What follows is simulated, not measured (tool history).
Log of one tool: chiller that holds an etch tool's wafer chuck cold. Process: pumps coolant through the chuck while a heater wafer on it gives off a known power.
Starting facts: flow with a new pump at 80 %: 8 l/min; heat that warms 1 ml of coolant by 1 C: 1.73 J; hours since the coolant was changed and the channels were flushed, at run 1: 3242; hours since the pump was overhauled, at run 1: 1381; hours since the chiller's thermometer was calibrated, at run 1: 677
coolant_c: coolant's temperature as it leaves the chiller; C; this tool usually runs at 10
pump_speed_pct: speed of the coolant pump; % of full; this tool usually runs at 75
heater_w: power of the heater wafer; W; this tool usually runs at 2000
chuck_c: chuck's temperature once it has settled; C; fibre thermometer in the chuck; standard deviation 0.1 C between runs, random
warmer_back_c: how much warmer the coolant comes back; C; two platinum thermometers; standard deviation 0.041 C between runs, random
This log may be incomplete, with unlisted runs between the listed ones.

run,day,coolant_c,pump_speed_pct,heater_w,hours since the coolant was changed and the channels were flushed,hours since the pump was overhauled,hours since the chiller's thermometer was calibrated,chuck_c,warmer_back_c
1,0,10,75,2000,3242,1381,677,27.4,9.45
2,4.442,1,75,2000,3349,1488,784,18.5,9.39
3,9.392,1,75,2000,3468,1606,902,18.5,9.43
4,14.254,10,75,2705,3584,1723,1019,33.5,12.73
5,17.875,10,75,2705,3671,1810,1106,33.7,12.8
6,23.238,10,75,2705,3800,1939,1235,33.6,12.87
7,27.896,1,75,1899,3912,2051,1347,17.7,9.02
8,32.604,1,75,1899,4025,2164,1460,17.8,9.03
9,37.017,4,75,1710,4131,2269,1565,19,8.17
10,41.471,4,75,1710,4238,2376,1672,19.3,8.22
11,45.296,10,70,2306,4329,2468,1764,31.6,11.78
12,49.796,10,70,2306,4437,2576,1872,31.6,11.9

5 ways to go on from here, each from the tool as it stands after run 12. What would each give?
A,53.342,20,61,2306,4522,2661,1957,?,?
B,53.342,4,70,1012,4522,2661,1957,?,?
C,53.342,10,71,2715,4522,2661,1957,?,?
D,53.342,9,77,2000,4522,2661,1957,?,?
E,53.342,10,75,1509,4522,2661,1957,?,?

run,chuck_c,warmer_back_c
A,44,13.56
B,13.4,5.14
C,35.1,13.63
D,26.5,9.34
E,23.4,7.22
With the hidden condition removed and each run's random variation left untouched, the same runs would have given:
run,chuck_c,warmer_back_c
A,42,13.07
B,12.6,4.95
C,33,13.13
D,25.1,9
E,22.3,6.96
